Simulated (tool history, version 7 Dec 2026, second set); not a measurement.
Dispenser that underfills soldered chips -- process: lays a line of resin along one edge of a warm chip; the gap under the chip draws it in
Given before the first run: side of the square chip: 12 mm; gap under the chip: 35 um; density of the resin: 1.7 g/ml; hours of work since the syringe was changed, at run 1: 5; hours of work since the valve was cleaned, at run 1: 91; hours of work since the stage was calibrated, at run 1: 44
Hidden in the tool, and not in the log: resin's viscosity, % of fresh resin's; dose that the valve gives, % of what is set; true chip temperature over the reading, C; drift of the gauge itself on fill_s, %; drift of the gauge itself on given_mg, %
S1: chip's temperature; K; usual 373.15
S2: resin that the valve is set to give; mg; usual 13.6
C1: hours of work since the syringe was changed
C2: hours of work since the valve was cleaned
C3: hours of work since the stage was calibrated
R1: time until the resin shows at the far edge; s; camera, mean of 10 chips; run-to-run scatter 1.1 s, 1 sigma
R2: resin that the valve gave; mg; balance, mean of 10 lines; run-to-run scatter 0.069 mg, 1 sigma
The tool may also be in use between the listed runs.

run   hour      S1    S2  C1  C2   C3     R1     R2
  1    0.0  373.15  13.6   5  91   44  159.6  13.20
       1.1  -- new syringe of resin
       2.1  -- dispensing valve cleaned and set on the balance
       9.7  -- new syringe of resin
  2   12.6  373.15  13.6   2   8   52  126.6  13.49
      17.9  -- new syringe of resin
  3   23.3  373.15  13.6   4  16   61  148.6  13.56
      25.7  -- new syringe of resin
      33.2  -- new syringe of resin
  4   38.3  373.15  13.6   4  28   72  145.1  13.48
      40.9  -- new syringe of resin
  5   47.6  373.15  13.6   5  35   79  161.6  13.40
      49.0  -- new syringe of resin
      56.6  -- new syringe of resin
  6   57.3  373.15  13.6   1  42   86  105.7  13.39
      64.3  -- new syringe of resin
  7   70.5  373.15  13.6   5  52   97  158.2  13.18
      72.5  -- new syringe of resin
      80.3  -- new syringe of resin
  8   80.8  373.15  13.6   0  60  104  102.9  13.35
      87.7  -- new syringe of resin
  9   90.6  373.15  13.6   2  67  112  122.7  13.08
      95.8  -- new syringe of resin
     103.4  -- new syringe of resin
 10  103.4  373.15  14.5   0  77  121   99.6  13.93
     111.7  -- new syringe of resin
 11  115.4  373.15  14.5   3  86  131  130.3  13.88
     119.4  -- new syringe of resin
     123.4  -- dispensing valve cleaned and set on the balance
     128.1  -- new syringe of resin
 12  131.4  373.15  13.6   3   6  142  129.6  13.68
     135.5  -- new syringe of resin
 13  139.9  373.15  13.6   3  13  149  132.7  13.45
     143.4  -- new syringe of resin
 14  146.4  373.15  11.9   2  17  154  128.2  11.75
     150.9  -- new syringe of resin
 15  155.6  373.15  13.6   4  25  161  141.8  13.46
     158.2  -- new syringe of resin
 16  161.7  373.15  13.6   3  29  165  131.8  13.52
     165.7  -- new syringe of resin
     173.7  -- new syringe of resin
 17  174.7  373.15  13.6   1  39  175  108.4  13.29
     181.6  -- new syringe of resin
 18  183.8  372.15  14.4   2  46  182  122.1  14.14
     189.2  -- new syringe of resin
 19  192.7  372.15  14.4   3  53  189  134.2  14.04
     197.0  -- new syringe of resin
     205.0  -- new syringe of resin
 20  206.2  361.15  16.2   1  63  199  184.4  15.76
     212.6  -- new syringe of resin
 21  215.6  374.15  14.9   2  70  206  115.7  14.54
     220.1  -- new syringe of resin
 22  224.2  374.15  14.9   3  77  213  126.2  14.40
     228.1  -- new syringe of resin
     236.2  -- new syringe of resin
 23  238.0  374.15  14.9   1  87  223  104.0  14.29
     243.5  -- new syringe of resin
     244.5  -- dispensing valve cleaned and set on the balance
 24  250.6  372.15  14.1   5   5  232  158.5  14.11
     252.6  -- new syringe of resin
     259.9  -- new syringe of resin
 25  262.8  374.15  16.6   2  14  241  115.6  16.52
     267.8  -- new syringe of resin
 26  273.5  368.15  15.3   5  22  250  182.4  14.99
     275.7  -- new syringe of resin
     283.2  -- new syringe of resin
 27  287.4  385.15  15.0   3  33  260   80.6  14.85
     290.6  -- new syringe of resin
     298.7  -- new syringe of resin
 28  299.0  385.15  13.3   0  41  269   61.9  13.04
     306.4  -- new syringe of resin
 29  312.6  385.15  13.3   5  52  279   92.9  12.91
     314.2  -- new syringe of resin
     322.2  -- new syringe of resin
 30  323.6  387.15  13.8   1  60  287   62.9  13.48
     329.6  -- new syringe of resin
 31  329.7  363.15  15.5   0  65  292  154.8  14.91
     336.9  -- new syringe of resin
 32  343.6  378.15  13.6   5  76  303  130.0  13.23
     344.6  -- new syringe of resin
 33  351.3  378.15  13.6   5  81  309  131.8  12.97
     352.4  -- new syringe of resin
     360.0  -- new syringe of resin
 34  360.6  377.15  12.9   0  88  316   88.5  12.38

Below, some changes in R1 between adjacent runs. For each, the amount present without the hidden state too (settings, incoming material, random variation) and the amount remaining for the hidden state with gauge scatter not shared by both compared results:
Run 5 -> 6: new syringe of resin, new syringe of resin. R1 -55.9 s: hidden state -57.1, all else +1.2.
Run 6 -> 7: new syringe of resin. R1 +52.5 s: hidden state +52.5, all else +0.0.
Run 7 -> 8: new syringe of resin, new syringe of resin. R1 -55.3 s: hidden state -55.0, all else -0.3.
Run 20 -> 21: S1 361.15 -> 374.15, S2 16.2 -> 14.9, new syringe of resin. R1 -68.7 s: hidden state +7.0, all else -75.7.
Run 26 -> 27: S1 368.15 -> 385.15, S2 15.3 -> 15.0, new syringe of resin, new syringe of resin. R1 -101.8 s: hidden state -39.1, all else -62.7.
Run 30 -> 31: S1 387.15 -> 363.15, S2 13.8 -> 15.5, new syringe of resin. R1 +91.9 s: hidden state -6.2, all else +98.1.
